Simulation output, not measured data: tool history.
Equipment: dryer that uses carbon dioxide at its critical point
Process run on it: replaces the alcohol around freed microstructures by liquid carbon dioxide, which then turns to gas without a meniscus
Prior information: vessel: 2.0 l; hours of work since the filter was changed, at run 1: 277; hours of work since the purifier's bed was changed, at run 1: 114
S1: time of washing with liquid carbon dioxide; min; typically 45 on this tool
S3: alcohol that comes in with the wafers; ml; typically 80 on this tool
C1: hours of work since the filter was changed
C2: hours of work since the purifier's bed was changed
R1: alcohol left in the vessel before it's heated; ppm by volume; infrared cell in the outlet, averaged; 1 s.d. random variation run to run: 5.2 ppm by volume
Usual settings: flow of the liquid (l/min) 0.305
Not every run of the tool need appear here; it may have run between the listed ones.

{"run": 1, "hour": 0.0, "S1": 45, "flow of the liquid (l/min)": 0.305, "S3": 80, "C1": 277, "C2": 114, "R1": 154}
{"run": 2, "hour": 24.4, "S1": 45, "flow of the liquid (l/min)": 0.248, "S3": 80, "C1": 286, "C2": 122, "R1": 415}
{"run": 3, "hour": 38.1, "S1": 45, "flow of the liquid (l/min)": 0.305, "S3": 23, "C1": 291, "C2": 127, "R1": 59}
{"run": 4, "hour": 59.2, "S1": 45, "flow of the liquid (l/min)": 0.305, "S3": 80, "C1": 298, "C2": 134, "R1": 158}
{"run": 5, "hour": 75.4, "S1": 45, "flow of the liquid (l/min)": 0.305, "S3": 80, "C1": 304, "C2": 140, "R1": 169}
{"run": 6, "hour": 99.0, "S1": 45, "flow of the liquid (l/min)": 0.305, "S3": 39, "C1": 312, "C2": 149, "R1": 101}
{"run": 7, "hour": 124.5, "S1": 45, "flow of the liquid (l/min)": 0.305, "S3": 39, "C1": 321, "C2": 158, "R1": 106}
{"run": 8, "hour": 147.1, "S1": 45, "flow of the liquid (l/min)": 0.305, "S3": 39, "C1": 329, "C2": 166, "R1": 112}
{"run": 9, "hour": 163.2, "S1": 45, "flow of the liquid (l/min)": 0.305, "S3": 39, "C1": 335, "C2": 171, "R1": 100}
{"run": 10, "hour": 188.3, "S1": 45, "flow of the liquid (l/min)": 0.305, "S3": 39, "C1": 344, "C2": 180, "R1": 121}
{"run": 11, "hour": 212.4, "S1": 45, "flow of the liquid (l/min)": 0.305, "S3": 39, "C1": 352, "C2": 189, "R1": 117}
{"run": 12, "hour": 231.0, "S1": 45, "flow of the liquid (l/min)": 0.305, "S3": 41, "C1": 359, "C2": 195, "R1": 117}
{"run": 13, "hour": 243.0, "S1": 45, "flow of the liquid (l/min)": 0.305, "S3": 87, "C1": 363, "C2": 200, "R1": 191}
{"run": 14, "hour": 255.5, "S1": 45, "flow of the liquid (l/min)": 0.305, "S3": 87, "C1": 368, "C2": 204, "R1": 193}
{"run": 15, "hour": 267.3, "S1": 31, "flow of the liquid (l/min)": 0.305, "S3": 80, "C1": 372, "C2": 208, "R1": 826}
{"run": 16, "hour": 288.0, "S1": 31, "flow of the liquid (l/min)": 0.305, "S3": 80, "C1": 379, "C2": 215, "R1": 853}
{"run": 17, "hour": 315.4, "S1": 31, "flow of the liquid (l/min)": 0.305, "S3": 80, "C1": 389, "C2": 225, "R1": 857}
{"run": 18, "hour": 332.6, "S1": 45, "flow of the liquid (l/min)": 0.305, "S3": 80, "C1": 395, "C2": 231, "R1": 194}
{"run": 19, "hour": 351.7, "S1": 45, "flow of the liquid (l/min)": 0.288, "S3": 80, "C1": 402, "C2": 238, "R1": 253}
{"run": 20, "hour": 375.7, "S1": 71, "flow of the liquid (l/min)": 0.376, "S3": 26, "C1": 410, "C2": 246, "R1": 63}
{"run": 21, "hour": 400.6, "S1": 71, "flow of the liquid (l/min)": 0.376, "S3": 26, "C1": 419, "C2": 255, "R1": 59}
{"run": 22, "hour": 422.2, "S1": 71, "flow of the liquid (l/min)": 0.305, "S3": 22, "C1": 427, "C2": 263, "R1": 66}
{"run": 23, "hour": 449.4, "S1": 71, "flow of the liquid (l/min)": 0.305, "S3": 22, "C1": 436, "C2": 272, "R1": 73}
{"run": 24, "hour": 468.3, "S1": 71, "flow of the liquid (l/min)": 0.305, "S3": 22, "C1": 443, "C2": 279, "R1": 74}
{"run": 25, "hour": 479.9, "S1": 28, "flow of the liquid (l/min)": 0.307, "S3": 80, "C1": 447, "C2": 283, "R1": 1254}
{"run": 26, "hour": 505.1, "S1": 46, "flow of the liquid (l/min)": 0.329, "S3": 48, "C1": 456, "C2": 292, "R1": 123}
{"run": 27, "hour": 525.3, "S1": 41, "flow of the liquid (l/min)": 0.239, "S3": 49, "C1": 463, "C2": 299, "R1": 560}
{"run": 28, "hour": 540.3, "S1": 55, "flow of the liquid (l/min)": 0.217, "S3": 80, "C1": 468, "C2": 305, "R1": 430}
{"run": 29, "hour": 560.8, "S1": 55, "flow of the liquid (l/min)": 0.212, "S3": 119, "C1": 476, "C2": 312, "R1": 637}
{"run": 30, "hour": 572.7, "S1": 40, "flow of the liquid (l/min)": 0.225, "S3": 21, "C1": 480, "C2": 316, "R1": 362}
{"run": 31, "hour": 587.7, "S1": 40, "flow of the liquid (l/min)": 0.225, "S3": 21, "C1": 485, "C2": 321, "R1": 367}
{"run": 32, "hour": 600.2, "S1": 29, "flow of the liquid (l/min)": 0.226, "S3": 76, "C1": 490, "C2": 326, "R1": 2827}
{"run": 33, "hour": 611.8, "S1": 56, "flow of the liquid (l/min)": 0.226, "S3": 23, "C1": 494, "C2": 330, "R1": 155}
{"run": 34, "hour": 639.3, "S1": 45, "flow of the liquid (l/min)": 0.431, "S3": 21, "C1": 503, "C2": 340, "R1": 76}
{"run": 35, "hour": 659.8, "S1": 45, "flow of the liquid (l/min)": 0.431, "S3": 21, "C1": 511, "C2": 347, "R1": 83}
{"run": 36, "hour": 677.1, "S1": 42, "flow of the liquid (l/min)": 0.305, "S3": 80, "C1": 517, "C2": 353, "R1": 317}
{"run": 37, "hour": 691.9, "S1": 45, "flow of the liquid (l/min)": 0.258, "S3": 80, "C1": 522, "C2": 358, "R1": 469}

Below are 5 alternative next runs, each starting from the tool's condition after run 37. Predict each:
{"run": "A", "hour": 714.8, "S1": 53, "flow of the liquid (l/min)": 0.376, "S3": 41, "C1": 530, "C2": 366, "R1": "?"}
{"run": "B", "hour": 714.8, "S1": 60, "flow of the liquid (l/min)": 0.324, "S3": 80, "C1": 530, "C2": 366, "R1": "?"}
{"run": "C", "hour": 714.8, "S1": 71, "flow of the liquid (l/min)": 0.283, "S3": 56, "C1": 530, "C2": 366, "R1": "?"}
{"run": "D", "hour": 714.8, "S1": 45, "flow of the liquid (l/min)": 0.24, "S3": 85, "C1": 530, "C2": 366, "R1": "?"}
{"run": "E", "hour": 714.8, "S1": 45, "flow of the liquid (l/min)": 0.258, "S3": 113, "C1": 530, "C2": 366, "R1": "?"}

run=A R1=100
run=B R1=94
run=C R1=91
run=D R1=672
run=E R1=652
Take away the tool's hidden state, keep each run's random variation, and the runs would have read:
run=A R1=16
run=B R1=6
run=C R1=6
run=D R1=391
run=E R1=367
